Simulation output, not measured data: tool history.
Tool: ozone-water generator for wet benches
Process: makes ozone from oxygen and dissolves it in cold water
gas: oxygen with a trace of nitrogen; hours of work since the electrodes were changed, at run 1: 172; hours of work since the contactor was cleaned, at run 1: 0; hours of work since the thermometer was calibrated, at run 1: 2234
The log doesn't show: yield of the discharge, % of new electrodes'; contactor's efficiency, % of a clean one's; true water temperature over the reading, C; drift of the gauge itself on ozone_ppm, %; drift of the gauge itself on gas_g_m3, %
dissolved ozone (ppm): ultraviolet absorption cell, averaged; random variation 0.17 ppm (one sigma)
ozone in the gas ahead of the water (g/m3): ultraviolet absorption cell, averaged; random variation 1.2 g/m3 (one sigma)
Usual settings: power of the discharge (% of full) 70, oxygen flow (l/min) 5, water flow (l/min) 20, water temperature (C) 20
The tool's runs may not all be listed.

run,hour,power of the discharge (% of full),oxygen flow (l/min),water flow (l/min),water temperature (C),hours of work since the electrodes were changed,hours of work since the contactor was cleaned,hours of work since the thermometer was calibrated,dissolved ozone (ppm),ozone in the gas ahead of the water (g/m3)
1,0,70,5,20,20,172,0,2234,21.6,228.1
2,78.9,70,5,20,20,226,54,2288,21.6,226.3
3,114.6,70,5,20,20,251,78,2312,21.4,225.3
4,174.3,70,5,20,20,291,119,2353,21.4,225.6
5,214.5,70,5,20,20,319,146,2380,21.3,225.6
6,274.5,70,5,20,20,360,187,2421,21.8,225.4
7,346.1,70,5,12,20,409,236,2470,33.2,226.1
8,403.9,70,5,20,20,448,276,2509,21.4,224.4
9,487.6,70,5,20,20,505,333,2567,21,226.6
10,545.8,70,5,20,20,545,373,2606,21.2,223.3
11,593.4,70,5,20,20,577,405,2639,21.3,224.9
12,643.8,70,5,20,20,612,439,2673,21,223.5
13,697.8,70,5,20,15,649,476,2710,22.8,223.9
14,771.6,70,5.92,18,23,699,527,2760,22.6,209.4
15,810.7,63,5,20,23,726,553,2787,18.3,202.8
16,888,70,3.38,14,20,778,606,2840,27.7,260.7
17,965.5,47,5,20,20,831,659,2893,15,157.6
18,1042.7,44,4.01,20,20,884,712,2945,13.2,162.2
19,1109.8,70,5,12,20,930,757,2991,32.1,220.8
20,1192.5,70,5,20,13,986,814,3048,22.9,222.7
21,1275.3,70,2.54,20,13,1043,870,3104,18.9,290.8
22,1340.8,70,2.54,20,18,1087,915,3149,17.9,288.8
23,1401,70,2.54,20,14,1129,956,3190,18.5,287
24,1455.2,70,2.54,20,14,1165,993,3227,18.6,289.2
25,1523.3,70,3.7,25,19,1212,1040,3273,15.4,250.2

Some steps in dissolved ozone (ppm) between neighbouring runs. How much of each would the tool show without its hidden state too (settings, what came in, random variation), and how much is left for the hidden state, with any gauge scatter that isn't in both results?
Run 16 -> 17: power of the discharge (% of full) 70 -> 47, oxygen flow (l/min) 3.38 -> 5, water flow (l/min) 14 -> 20. dissolved ozone (ppm) -12.7: hidden state +0.5, all else -13.2.
Run 18 -> 19: power of the discharge (% of full) 44 -> 70, oxygen flow (l/min) 4.01 -> 5, water flow (l/min) 20 -> 12. dissolved ozone (ppm) +18.9: hidden state -0.9, all else +19.8.
